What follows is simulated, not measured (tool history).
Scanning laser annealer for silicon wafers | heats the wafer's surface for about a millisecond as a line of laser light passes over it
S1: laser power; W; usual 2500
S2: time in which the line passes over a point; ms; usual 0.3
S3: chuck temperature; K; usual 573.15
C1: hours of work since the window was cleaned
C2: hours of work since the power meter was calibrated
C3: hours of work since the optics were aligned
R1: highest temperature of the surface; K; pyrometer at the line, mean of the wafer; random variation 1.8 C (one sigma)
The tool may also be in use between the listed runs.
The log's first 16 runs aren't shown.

| run | hour | S1 | S2 | S3 | C1 | C2 | C3 | R1 |
|---|---|---|---|---|---|---|---|---|
| 17 | 119.4 | 2500 | 0.239 | 585.15 | 61 | 205 | 464 | 1217.15 |
| 18 | 129.2 | 2500 | 0.239 | 585.15 | 66 | 210 | 469 | 1215.15 |
| 19 | 138.1 | 2500 | 0.239 | 585.15 | 71 | 214 | 473 | 1210.15 |
| 20 | 145.5 | 2500 | 0.239 | 585.15 | 74 | 218 | 477 | 1215.15 |
| 21 | 154.3 | 2236 | 0.378 | 605.15 | 79 | 223 | 482 | 1335.15 |
| 22 | 163.3 | 2236 | 0.378 | 605.15 | 83 | 227 | 486 | 1336.15 |
| 23 | 168.6 | 2500 | 0.224 | 563.15 | 86 | 230 | 489 | 1171.15 |
| 24 | 173.3 | 2247 | 0.355 | 563.15 | 89 | 232 | 491 | 1267.15 |
| 25 | 180.9 | 2500 | 0.263 | 584.15 | 92 | 236 | 495 | 1248.15 |
| 26 | 187.7 | 2500 | 0.263 | 584.15 | 96 | 240 | 499 | 1252.15 |
| 27 | 197 | 2500 | 0.263 | 584.15 | 101 | 244 | 503 | 1249.15 |
| 28 | 202.5 | 2500 | 0.263 | 538.15 | 103 | 247 | 506 | 1204.15 |
| 29 | 210.6 | 2655 | 0.25 | 577.15 | 108 | 251 | 510 | 1265.15 |
| 30 | 219.5 | 2655 | 0.25 | 577.15 | 112 | 256 | 515 | 1266.15 |
| 31 | 226 | 2594 | 0.302 | 551.15 | 115 | 259 | 518 | 1302.15 |
| 32 | 230.8 | 2163 | 0.29 | 578.15 | 118 | 262 | 521 | 1182.15 |
| 33 | 238.8 | 2320 | 0.293 | 536.15 | 122 | 266 | 525 | 1190.15 |
| 34 | 243.2 | 2320 | 0.293 | 536.15 | 124 | 268 | 527 | 1192.15 |
| 35 | 248 | 2320 | 0.293 | 536.15 | 127 | 270 | 529 | 1190.15 |
| 36 | 253.2 | 2320 | 0.293 | 536.15 | 129 | 273 | 532 | 1192.15 |
| 37 | 260.1 | 2636 | 0.326 | 573.15 | 133 | 277 | 536 | 1368.15 |
| 38 | 265.4 | 2731 | 0.262 | 546.15 | 136 | 279 | 538 | 1273.15 |
| 39 | 274.7 | 2731 | 0.262 | 546.15 | 140 | 284 | 543 | 1276.15 |
| 40 | 279.6 | 2143 | 0.262 | 585.15 | 143 | 286 | 546 | 1153.15 |

3 ways to go on from here, each from the tool as it stands after run 40. What would each give?
| A | 285.3 | 2476 | 0.285 | 585.15 | 146 | 289 | 548 | ? |
| B | 285.3 | 2548 | 0.262 | 609.15 | 146 | 289 | 548 | ? |
| C | 285.3 | 2143 | 0.26 | 585.15 | 146 | 289 | 548 | ? |

| run | R1 |
|---|---|
| A | 1278.15 |
| B | 1288.15 |
| C | 1145.15 |
Without the tool's hidden state the same runs would have given:
| run | R1 |
|---|---|
| A | 1278.15 |
| B | 1288.15 |
| C | 1145.15 |
